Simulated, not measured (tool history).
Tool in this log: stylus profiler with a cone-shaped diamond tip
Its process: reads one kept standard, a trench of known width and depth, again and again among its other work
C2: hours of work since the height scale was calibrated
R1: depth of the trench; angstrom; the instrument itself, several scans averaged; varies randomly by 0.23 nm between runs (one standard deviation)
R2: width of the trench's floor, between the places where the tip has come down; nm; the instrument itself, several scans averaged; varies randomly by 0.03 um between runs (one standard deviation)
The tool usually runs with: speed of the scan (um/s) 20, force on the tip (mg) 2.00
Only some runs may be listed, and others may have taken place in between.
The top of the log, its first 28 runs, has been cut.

run 29 hour=1186.8 | speed_of_the_scan_(um/s)=33 force_on_the_tip_(mg)=2.81 | scans_with_this_tip=3217 C2=510 | R1=10125.4 R2=15540
run 30 hour=1231.3 | speed_of_the_scan_(um/s)=6 force_on_the_tip_(mg)=2.81 | scans_with_this_tip=3412 C2=541 | R1=10124.2 R2=15580
run 31 hour=1260.8 | speed_of_the_scan_(um/s)=6 force_on_the_tip_(mg)=2.81 | scans_with_this_tip=3540 C2=561 | R1=10123.9 R2=15560
run 32 hour=1293.8 | speed_of_the_scan_(um/s)=6 force_on_the_tip_(mg)=2.81 | scans_with_this_tip=3685 C2=584 | R1=10125.8 R2=15470
run 33 hour=1338.5 | speed_of_the_scan_(um/s)=6 force_on_the_tip_(mg)=2.81 | scans_with_this_tip=3879 C2=615 | R1=10124.2 R2=15470
run 34 hour=1371.6 | speed_of_the_scan_(um/s)=20 force_on_the_tip_(mg)=2.20 | scans_with_this_tip=4024 C2=638 | R1=10100.9 R2=15360
run 35 hour=1405.5 | speed_of_the_scan_(um/s)=19 force_on_the_tip_(mg)=1.39 | scans_with_this_tip=4172 C2=661 | R1=10061.3 R2=15390
run 36 hour=1441.0 | speed_of_the_scan_(um/s)=55 force_on_the_tip_(mg)=3.55 | scans_with_this_tip=4327 C2=686 | R1=10142.3 R2=15170
run 37 hour=1498.2 | speed_of_the_scan_(um/s)=55 force_on_the_tip_(mg)=3.55 | scans_with_this_tip=4577 C2=725 | R1=10141.3 R2=15090
run 38 hour=1546.4 | speed_of_the_scan_(um/s)=20 force_on_the_tip_(mg)=5.37 | scans_with_this_tip=4787 C2=759 | R1=10201.2 R2=15240
run 39 hour=1582.2 | speed_of_the_scan_(um/s)=20 force_on_the_tip_(mg)=5.37 | scans_with_this_tip=4943 C2=783 | R1=10194.4 R2=15210
run 40 hour=1616.2 | speed_of_the_scan_(um/s)=60 force_on_the_tip_(mg)=3.09 | scans_with_this_tip=5092 C2=807 | R1=10122.8 R2=14970
run 41 hour=1643.0 | speed_of_the_scan_(um/s)=35 force_on_the_tip_(mg)=5.90 | scans_with_this_tip=5209 C2=825 | R1=10206.6 R2=15090
run 42 hour=1683.8 | speed_of_the_scan_(um/s)=11 force_on_the_tip_(mg)=5.90 | scans_with_this_tip=5387 C2=854 | R1=10209.2 R2=15060
run 43 hour=1726.9 | speed_of_the_scan_(um/s)=11 force_on_the_tip_(mg)=5.90 | scans_with_this_tip=5575 C2=883 | R1=10202.8 R2=15020
run 44 hour=1763.7 | speed_of_the_scan_(um/s)=11 force_on_the_tip_(mg)=5.90 | scans_with_this_tip=5736 C2=909 | R1=10204.5 R2=15060
run 45 hour=1792.3 | speed_of_the_scan_(um/s)=6 force_on_the_tip_(mg)=2.00 | scans_with_this_tip=5860 C2=929 | R1=10079.1 R2=14990
run 46 hour=1829.7 | speed_of_the_scan_(um/s)=6 force_on_the_tip_(mg)=0.88 | scans_with_this_tip=6024 C2=955 | R1=10028.6 R2=14880

Here are 3 independent what-if runs from the current tool condition. What would each one return?
run A hour=1876.5 | speed_of_the_scan_(um/s)=6 force_on_the_tip_(mg)=1.35 | scans_with_this_tip=6228 C2=987 | R1=? R2=?
run B hour=1876.5 | speed_of_the_scan_(um/s)=21 force_on_the_tip_(mg)=0.99 | scans_with_this_tip=6228 C2=987 | R1=? R2=?
run C hour=1876.5 | speed_of_the_scan_(um/s)=41 force_on_the_tip_(mg)=3.53 | scans_with_this_tip=6228 C2=987 | R1=? R2=?

run=A R1=10051.4 R2=14890
run=B R1=10034.5 R2=14830
run=C R1=10138.8 R2=14790
Without the tool's hidden state the same runs would have given:
run=A R1=10089.2 R2=16480
run=B R1=10072.2 R2=16430
run=C R1=10176.9 R2=16380

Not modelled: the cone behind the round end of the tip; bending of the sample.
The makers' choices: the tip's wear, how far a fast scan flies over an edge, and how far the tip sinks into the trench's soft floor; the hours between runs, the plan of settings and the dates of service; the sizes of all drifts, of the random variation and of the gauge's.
